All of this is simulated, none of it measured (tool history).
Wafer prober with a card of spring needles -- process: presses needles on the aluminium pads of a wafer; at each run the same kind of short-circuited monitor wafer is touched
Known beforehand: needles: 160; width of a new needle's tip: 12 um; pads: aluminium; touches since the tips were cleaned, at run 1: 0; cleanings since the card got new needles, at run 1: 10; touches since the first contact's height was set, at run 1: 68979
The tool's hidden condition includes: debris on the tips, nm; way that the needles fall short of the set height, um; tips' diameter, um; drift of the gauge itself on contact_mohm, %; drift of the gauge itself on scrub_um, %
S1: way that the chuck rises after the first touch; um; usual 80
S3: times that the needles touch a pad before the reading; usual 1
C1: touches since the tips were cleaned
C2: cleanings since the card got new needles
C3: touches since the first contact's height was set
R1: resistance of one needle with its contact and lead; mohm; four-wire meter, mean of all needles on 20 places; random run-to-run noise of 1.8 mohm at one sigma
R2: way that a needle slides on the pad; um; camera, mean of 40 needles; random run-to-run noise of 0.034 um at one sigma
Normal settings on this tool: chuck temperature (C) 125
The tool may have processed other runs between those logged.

{"run": 1, "day": 0.0, "S1": 80, "chuck temperature (C)": 125, "S3": 1, "C1": 0, "C2": 10, "C3": 68979, "R1": 191, "R2": 17.45}
{"run": 2, "day": 0.296, "S1": 80, "chuck temperature (C)": 125, "S3": 1, "C1": 1023, "C2": 10, "C3": 70002, "R1": 195, "R2": 17.56}
{"run": 3, "day": 0.738, "S1": 80, "chuck temperature (C)": 125, "S3": 1, "C1": 2556, "C2": 10, "C3": 71535, "R1": 192, "R2": 17.49}
{"run": 4, "day": 1.412, "S1": 80, "chuck temperature (C)": 125, "S3": 1, "C1": 4896, "C2": 10, "C3": 73875, "R1": 191, "R2": 17.51}
{"day": 1.792, "done": "tips cleaned on abrasive film"}
{"run": 5, "day": 1.833, "S1": 80, "chuck temperature (C)": 125, "S3": 1, "C1": 151, "C2": 11, "C3": 75322, "R1": 191, "R2": 17.54}
{"run": 6, "day": 2.308, "S1": 80, "chuck temperature (C)": 125, "S3": 1, "C1": 1795, "C2": 11, "C3": 76966, "R1": 194, "R2": 17.52}
{"run": 7, "day": 2.683, "S1": 80, "chuck temperature (C)": 125, "S3": 1, "C1": 3084, "C2": 11, "C3": 78255, "R1": 194, "R2": 17.55}
{"run": 8, "day": 3.258, "S1": 80, "chuck temperature (C)": 125, "S3": 1, "C1": 5077, "C2": 11, "C3": 80248, "R1": 193, "R2": 17.54}
{"day": 3.583, "done": "tips cleaned on abrasive film"}
{"run": 9, "day": 3.95, "S1": 72, "chuck temperature (C)": 86, "S3": 1, "C1": 1272, "C2": 12, "C3": 82638, "R1": 182, "R2": 15.84}
{"run": 10, "day": 4.617, "S1": 72, "chuck temperature (C)": 31, "S3": 1, "C1": 3578, "C2": 12, "C3": 84944, "R1": 177, "R2": 15.83}
{"run": 11, "day": 5.1, "S1": 80, "chuck temperature (C)": 63, "S3": 2, "C1": 5258, "C2": 12, "C3": 86624, "R1": 175, "R2": 17.63}
{"day": 5.371, "done": "tips cleaned on abrasive film"}
{"run": 12, "day": 5.583, "S1": 82, "chuck temperature (C)": 80, "S3": 1, "C1": 739, "C2": 13, "C3": 88278, "R1": 183, "R2": 18.05}
{"run": 13, "day": 5.942, "S1": 82, "chuck temperature (C)": 80, "S3": 1, "C1": 1981, "C2": 13, "C3": 89520, "R1": 182, "R2": 18.14}
{"run": 14, "day": 6.35, "S1": 86, "chuck temperature (C)": 91, "S3": 2, "C1": 3391, "C2": 13, "C3": 90930, "R1": 184, "R2": 19.02}

For some of the steps in R2 from one run to the next: how much would appear even if the tool had no hidden state, given the settings, what came in and random variation, and how much remains for the hidden state plus any gauge scatter that the measured result and the result without hidden state don't share?
Run 3 -> 4: no setting changed, nothing entered. R2 +0.02 um: hidden state +0.03, all else -0.01.
Run 10 -> 11: S1 72 -> 80, chuck temperature (C) 31 -> 63, S3 1 -> 2. R2 +1.80 um: hidden state +0.03, all else +1.77.
